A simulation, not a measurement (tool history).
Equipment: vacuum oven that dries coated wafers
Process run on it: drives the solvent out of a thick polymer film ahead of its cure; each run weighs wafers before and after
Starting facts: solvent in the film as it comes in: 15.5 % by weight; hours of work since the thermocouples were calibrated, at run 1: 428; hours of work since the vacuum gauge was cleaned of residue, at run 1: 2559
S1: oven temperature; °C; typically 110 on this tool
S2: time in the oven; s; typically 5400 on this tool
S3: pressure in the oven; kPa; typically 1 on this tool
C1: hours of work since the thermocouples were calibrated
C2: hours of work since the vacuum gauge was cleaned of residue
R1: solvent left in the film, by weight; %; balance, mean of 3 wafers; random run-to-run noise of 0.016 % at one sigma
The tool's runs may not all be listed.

| run | hour | S1 | S2 | S3 | C1 | C2 | R1 |
|---|---|---|---|---|---|---|---|
| 1 | 0 | 110 | 5400 | 1 | 428 | 2559 | 1.38 |
| 2 | 116.3 | 110 | 5400 | 1 | 496 | 2627 | 1.38 |
| 3 | 173.5 | 110 | 5400 | 1 | 530 | 2661 | 1.39 |
| 4 | 273.5 | 110 | 5400 | 1 | 589 | 2720 | 1.37 |
| 5 | 352.3 | 110 | 5400 | 1 | 635 | 2766 | 1.36 |
| 6 | 417 | 110 | 5400 | 1 | 674 | 2804 | 1.42 |
| 7 | 496.8 | 110 | 5400 | 1 | 721 | 2851 | 1.38 |
| 8 | 606.7 | 111 | 5400 | 1 | 785 | 2916 | 1.31 |
| 9 | 670.7 | 111 | 5400 | 1 | 823 | 2954 | 1.31 |
|  | 789.3 | vacuum gauge cleaned of residue and calibrated |
| 10 | 801 | 111 | 5400 | 1 | 899 | 7 | 0.82 |
| 11 | 880.8 | 111 | 5400 | 1 | 946 | 54 | 0.85 |
| 12 | 966.2 | 110 | 5400 | 0.81 | 996 | 104 | 0.78 |
| 13 | 1070 | 106 | 4740 | 1 | 1057 | 165 | 1.41 |
| 14 | 1143 | 113 | 4740 | 0.5 | 1100 | 208 | 0.63 |
| 15 | 1224.2 | 104 | 2940 | 0.66 | 1148 | 256 | 2.91 |
| 16 | 1324.1 | 108 | 4680 | 1.05 | 1207 | 315 | 1.26 |
| 17 | 1429.6 | 100 | 4740 | 1.12 | 1269 | 377 | 2.2 |
| 18 | 1527.1 | 117 | 6420 | 0.88 | 1326 | 435 | 0.49 |
| 19 | 1595.9 | 117 | 6420 | 0.88 | 1367 | 475 | 0.5 |
| 20 | 1701.5 | 109 | 7140 | 3.73 | 1429 | 537 | 2.33 |
| 21 | 1794.3 | 106 | 2700 | 2.44 | 1484 | 592 | 3.88 |

5 ways to go on from here, each from the tool as it stands after run 21. What would each give?
| A | 1922.4 | 118 | 3960 | 3.7 | 1559 | 667 | ? |
| B | 1922.4 | 106 | 2700 | 1.8 | 1559 | 667 | ? |
| C | 1922.4 | 110 | 5400 | 2.35 | 1559 | 667 | ? |
| D | 1922.4 | 106 | 2700 | 2.28 | 1559 | 667 | ? |
| E | 1922.4 | 123 | 3060 | 2.13 | 1559 | 667 | ? |

| run | R1 |
|---|---|
| A | 1.92 |
| B | 3.48 |
| C | 1.65 |
| D | 3.73 |
| E | 1.26 |
Had the tool no hidden state, the same runs would have come out as:
| run | R1 |
|---|---|
| A | 2.12 |
| B | 3.88 |
| C | 1.8 |
| D | 4.15 |
| E | 1.42 |
